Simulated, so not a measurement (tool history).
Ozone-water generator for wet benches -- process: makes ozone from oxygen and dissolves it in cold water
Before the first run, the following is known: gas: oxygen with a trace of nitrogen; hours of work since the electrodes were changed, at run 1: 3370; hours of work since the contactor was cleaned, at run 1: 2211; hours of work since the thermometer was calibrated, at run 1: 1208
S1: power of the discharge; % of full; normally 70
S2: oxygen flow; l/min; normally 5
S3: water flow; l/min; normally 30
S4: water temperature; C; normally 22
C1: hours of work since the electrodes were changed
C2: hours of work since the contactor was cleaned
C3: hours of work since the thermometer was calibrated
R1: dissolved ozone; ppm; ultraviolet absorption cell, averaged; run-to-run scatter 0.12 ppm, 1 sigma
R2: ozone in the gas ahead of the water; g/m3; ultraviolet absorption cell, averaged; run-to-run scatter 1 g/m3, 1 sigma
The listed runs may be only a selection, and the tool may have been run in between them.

run,hour,S1,S2,S3,S4,C1,C2,C3,R1,R2
1,0,70,5,30,22,3370,2211,1208,9.3,152.3
2,154.8,70,5,30,22,3473,2314,1311,9.2,150.8
3,230.3,70,5,30,14,3523,2365,1361,10.2,151.5
4,340.5,70,5,30,14,3597,2438,1435,10.1,149.6
5,448.1,70,5,46,22,3669,2510,1507,5.6,149.6
6,603,70,5,42,22,3772,2614,1610,5.9,149
7,694.6,70,5,42,22,3833,2675,1671,6.4,149.6
8,824.9,70,5,42,22,3920,2762,1758,6.1,149.4
9,992.5,70,5,42,26,4032,2874,1870,5.5,149.8
# hour 1007.3: contactor cleaned
10,1134.7,70,5,30,23,4125,85,1963,8.5,148
11,1297.5,70,5,30,23,4233,194,2071,8.6,146.7
12,1417.3,96,5,40,16,4313,274,2151,7.3,171.8
# hour 1444.6: contactor cleaned, once more
13,1507.9,96,5,40,16,4371,42,2209,8.3,170
14,1588.4,96,5,40,16,4425,96,2263,8.1,169.2
15,1760.3,85,2.68,22,16,4540,211,2378,14.1,223.1
16,1897.3,70,4.95,30,21,4631,302,2469,9.5,145.3
17,2060.3,70,4.95,30,21,4740,411,2578,9.3,145
18,2208.4,50,5,30,29,4839,510,2677,7,122.4
19,2338.3,50,5,30,29,4925,597,2763,7,121.3
20,2460.8,84,5,30,29,5007,679,2845,8.8,153.5

Predict each of these 5 candidate next runs independently; none follows another, all start after run 20:
A,2599.5,84,5,20,29,5100,771,2938,?,?
B,2599.5,70,5,30,26,5100,771,2938,?,?
C,2599.5,92,5.94,20,22,5100,771,2938,?,?
D,2599.5,70,2.63,30,22,5100,771,2938,?,?
E,2599.5,57,5,30,15,5100,771,2938,?,?

run,R1,R2
A,12.9,154.4
B,8.4,141
C,15,143.3
D,8.1,200.6
E,8.7,127.9
Had the tool no hidden state, the same runs would have come out as:
run,R1,R2
A,16.8,196.5
B,10.8,175.8
C,19.8,184.4
D,10.4,250
E,10.9,155.8
